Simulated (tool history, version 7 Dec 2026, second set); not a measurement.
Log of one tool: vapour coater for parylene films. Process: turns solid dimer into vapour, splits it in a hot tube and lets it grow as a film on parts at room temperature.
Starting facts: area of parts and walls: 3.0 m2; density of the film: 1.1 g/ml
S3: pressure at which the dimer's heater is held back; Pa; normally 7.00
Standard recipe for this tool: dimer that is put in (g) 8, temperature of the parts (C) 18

{"run": 1, "hour": 0.0, "dimer that is put in (g)": 8, "temperature of the parts (C)": 18, "S3": 7.0, "thickness of the film (µm)": 1.46}
{"run": 2, "hour": 85.9, "dimer that is put in (g)": 8, "temperature of the parts (C)": 18, "S3": 7.0, "thickness of the film (µm)": 1.4}
{"run": 3, "hour": 129.7, "dimer that is put in (g)": 8, "temperature of the parts (C)": 18, "S3": 7.0, "thickness of the film (µm)": 1.4}
{"run": 4, "hour": 210.5, "dimer that is put in (g)": 8, "temperature of the parts (C)": 18, "S3": 7.0, "thickness of the film (µm)": 1.4}
{"run": 5, "hour": 247.1, "dimer that is put in (g)": 8, "temperature of the parts (C)": 18, "S3": 7.0, "thickness of the film (µm)": 1.39}
{"run": 6, "hour": 296.8, "dimer that is put in (g)": 8, "temperature of the parts (C)": 18, "S3": 7.0, "thickness of the film (µm)": 1.38}
{"run": 7, "hour": 334.5, "dimer that is put in (g)": 8, "temperature of the parts (C)": 18, "S3": 7.0, "thickness of the film (µm)": 1.35}
{"run": 8, "hour": 408.5, "dimer that is put in (g)": 8, "temperature of the parts (C)": 18, "S3": 7.0, "thickness of the film (µm)": 1.36}
{"run": 9, "hour": 488.3, "dimer that is put in (g)": 8, "temperature of the parts (C)": 18, "S3": 7.0, "thickness of the film (µm)": 1.34}
{"run": 10, "hour": 571.3, "dimer that is put in (g)": 8, "temperature of the parts (C)": 18, "S3": 7.0, "thickness of the film (µm)": 1.32}
{"run": 11, "hour": 640.5, "dimer that is put in (g)": 8, "temperature of the parts (C)": 18, "S3": 7.0, "thickness of the film (µm)": 1.29}
{"hour": 648.5, "done": "table's thermometer calibrated"}
{"hour": 684.2, "done": "trap's valve overhauled"}
{"run": 12, "hour": 729.8, "dimer that is put in (g)": 8, "temperature of the parts (C)": 18, "S3": 7.0, "thickness of the film (µm)": 1.44}
{"run": 13, "hour": 770.9, "dimer that is put in (g)": 8, "temperature of the parts (C)": 18, "S3": 7.0, "thickness of the film (µm)": 1.45}
{"run": 14, "hour": 826.3, "dimer that is put in (g)": 8, "temperature of the parts (C)": 18, "S3": 7.0, "thickness of the film (µm)": 1.42}
{"run": 15, "hour": 906.4, "dimer that is put in (g)": 8, "temperature of the parts (C)": 18, "S3": 7.0, "thickness of the film (µm)": 1.41}
{"run": 16, "hour": 963.1, "dimer that is put in (g)": 8, "temperature of the parts (C)": 18, "S3": 7.0, "thickness of the film (µm)": 1.38}
{"run": 17, "hour": 1033.2, "dimer that is put in (g)": 8, "temperature of the parts (C)": 18, "S3": 7.0, "thickness of the film (µm)": 1.38}
{"run": 18, "hour": 1081.4, "dimer that is put in (g)": 11, "temperature of the parts (C)": 18, "S3": 7.92, "thickness of the film (µm)": 1.87}
{"hour": 1134.9, "done": "table's thermometer calibrated, once more"}
{"run": 19, "hour": 1136.4, "dimer that is put in (g)": 11, "temperature of the parts (C)": 18, "S3": 7.92, "thickness of the film (µm)": 1.79}
{"run": 20, "hour": 1171.4, "dimer that is put in (g)": 11, "temperature of the parts (C)": 18, "S3": 7.92, "thickness of the film (µm)": 1.79}
{"run": 21, "hour": 1258.6, "dimer that is put in (g)": 6, "temperature of the parts (C)": 18, "S3": 9.26, "thickness of the film (µm)": 0.95}
{"run": 22, "hour": 1324.5, "dimer that is put in (g)": 6, "temperature of the parts (C)": 18, "S3": 9.26, "thickness of the film (µm)": 0.96}
{"hour": 1368.8, "done": "trap's valve overhauled"}
{"run": 23, "hour": 1377.2, "dimer that is put in (g)": 10, "temperature of the parts (C)": 24, "S3": 10.78, "thickness of the film (µm)": 1.34}
{"run": 24, "hour": 1447.9, "dimer that is put in (g)": 5, "temperature of the parts (C)": 11, "S3": 4.48, "thickness of the film (µm)": 1.21}
{"run": 25, "hour": 1520.2, "dimer that is put in (g)": 5, "temperature of the parts (C)": 11, "S3": 4.48, "thickness of the film (µm)": 1.21}
{"run": 26, "hour": 1601.2, "dimer that is put in (g)": 7, "temperature of the parts (C)": 19, "S3": 10.98, "thickness of the film (µm)": 1.14}
{"run": 27, "hour": 1647.2, "dimer that is put in (g)": 6, "temperature of the parts (C)": 28, "S3": 5.91, "thickness of the film (µm)": 0.72}
{"run": 28, "hour": 1707.9, "dimer that is put in (g)": 8, "temperature of the parts (C)": 18, "S3": 3.49, "thickness of the film (µm)": 1.43}
{"run": 29, "hour": 1764.4, "dimer that is put in (g)": 13, "temperature of the parts (C)": 27, "S3": 3.39, "thickness of the film (µm)": 1.64}
{"run": 30, "hour": 1815.3, "dimer that is put in (g)": 5, "temperature of the parts (C)": 18, "S3": 7.0, "thickness of the film (µm)": 0.83}
{"run": 31, "hour": 1862.3, "dimer that is put in (g)": 8, "temperature of the parts (C)": 11, "S3": 6.77, "thickness of the film (µm)": 1.77}
{"run": 32, "hour": 1927.7, "dimer that is put in (g)": 8, "temperature of the parts (C)": 21, "S3": 6.77, "thickness of the film (µm)": 1.16}
{"run": 33, "hour": 1996.7, "dimer that is put in (g)": 4, "temperature of the parts (C)": 16, "S3": 3.69, "thickness of the film (µm)": 0.75}

What if the next run were any one of these 3? Each begins from the tool's condition after run 33:
{"hour": 2054.1, "done": "trap's valve overhauled"}
{"run": "A", "hour": 2064.3, "dimer that is put in (g)": 6, "temperature of the parts (C)": 18, "S3": 7.0, "thickness of the film (µm)": "?"}
{"hour": 2054.1, "done": "trap's valve overhauled"}
{"run": "B", "hour": 2064.3, "dimer that is put in (g)": 14, "temperature of the parts (C)": 12, "S3": 10.42, "thickness of the film (µm)": "?"}
{"hour": 2054.1, "done": "trap's valve overhauled"}
{"run": "C", "hour": 2064.3, "dimer that is put in (g)": 4, "temperature of the parts (C)": 16, "S3": 2.53, "thickness of the film (µm)": "?"}

run=A thickness_of_the_film_(µm)=1.08
run=B thickness_of_the_film_(µm)=3.08
run=C thickness_of_the_film_(µm)=0.84
Without the tool's unlogged condition, the same runs would have read:
run=A thickness_of_the_film_(µm)=1.07
run=B thickness_of_the_film_(µm)=3.08
run=C thickness_of_the_film_(µm)=0.83
